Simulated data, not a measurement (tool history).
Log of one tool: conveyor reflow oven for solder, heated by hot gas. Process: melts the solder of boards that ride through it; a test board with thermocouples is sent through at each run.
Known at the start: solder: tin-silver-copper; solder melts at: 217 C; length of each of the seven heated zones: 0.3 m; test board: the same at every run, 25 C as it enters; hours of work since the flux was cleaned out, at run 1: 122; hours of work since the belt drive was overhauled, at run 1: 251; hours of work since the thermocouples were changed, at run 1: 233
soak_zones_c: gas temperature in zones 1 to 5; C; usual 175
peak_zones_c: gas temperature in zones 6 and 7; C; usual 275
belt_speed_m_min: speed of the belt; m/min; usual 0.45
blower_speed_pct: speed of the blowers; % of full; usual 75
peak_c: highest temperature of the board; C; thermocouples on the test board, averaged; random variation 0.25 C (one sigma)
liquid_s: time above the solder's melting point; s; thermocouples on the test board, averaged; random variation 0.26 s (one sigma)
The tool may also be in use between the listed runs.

run,hour,soak_zones_c,peak_zones_c,belt_speed_m_min,blower_speed_pct,hours of work since the flux was cleaned out,hours of work since the belt drive was overhauled,hours of work since the thermocouples were changed,peak_c,liquid_s
1,0,175,275,0.45,75,122,251,233,259.6,65.5
2,13.7,175,275,0.45,75,131,261,242,259.5,65.4
3,25.2,175,275,0.45,75,139,269,250,260.1,65.6
4,32.1,175,275,0.45,75,144,274,255,259.4,65.9
5,43.6,175,275,0.42,75,152,282,263,261.2,71.7
6,53.7,175,275,0.42,75,159,289,270,260.9,71.3
7,64.3,175,275,0.394,75,167,296,278,263,78.5
8,78.3,186,275,0.45,75,177,306,288,261.2,70.8
9,90.7,186,275,0.483,75,185,315,296,259,64.4
10,102.9,186,275,0.483,75,194,323,305,258.8,64.6
11,116.9,175,275,0.45,72,204,333,315,257.9,65
# hour 123: flux residue cleaned out of gas plates and filters
12,131.6,175,275,0.45,72,6,340,322,257.7,63.7
13,144.1,175,275,0.45,77,15,349,330,258.5,65.1
14,156.8,175,275,0.45,77,24,358,339,258.6,64.8
# hour 168.5: flux residue cleaned out of gas plates and filters, once more
15,170.6,165,289,0.5,72,2,364,345,266.6,59.3
16,182.3,175,275,0.45,84,10,372,354,262.6,67.4
17,191.3,175,286,0.45,79,16,378,360,271.3,71.5
18,204.4,175,275,0.385,61,25,388,369,261.8,79.1
19,214,166,280,0.483,62,32,394,376,256.9,55.7
20,225.1,175,275,0.45,52,40,402,384,253.7,60.5
21,240,167,275,0.444,75,50,413,394,259.7,63.8

Forecast each of these 5 alternatives for the next run:
A,250,167,272,0.454,88,57,420,401,?,?
B,250,175,272,0.383,50,57,420,401,?,?
C,250,162,275,0.36,75,57,420,401,?,?
D,250,182,275,0.426,51,57,420,401,?,?
E,250,179,275,0.49,82,57,420,401,?,?

run,peak_c,liquid_s
A,259.1,63.1
B,255.9,74.5
C,265.2,83
D,256.9,69.6
E,259.6,61.9
Without the tool's hidden state the same runs would have given:
run,peak_c,liquid_s
A,259.2,62.7
B,255.7,73.6
C,265.1,82.3
D,256.8,68.9
E,259.7,61.4
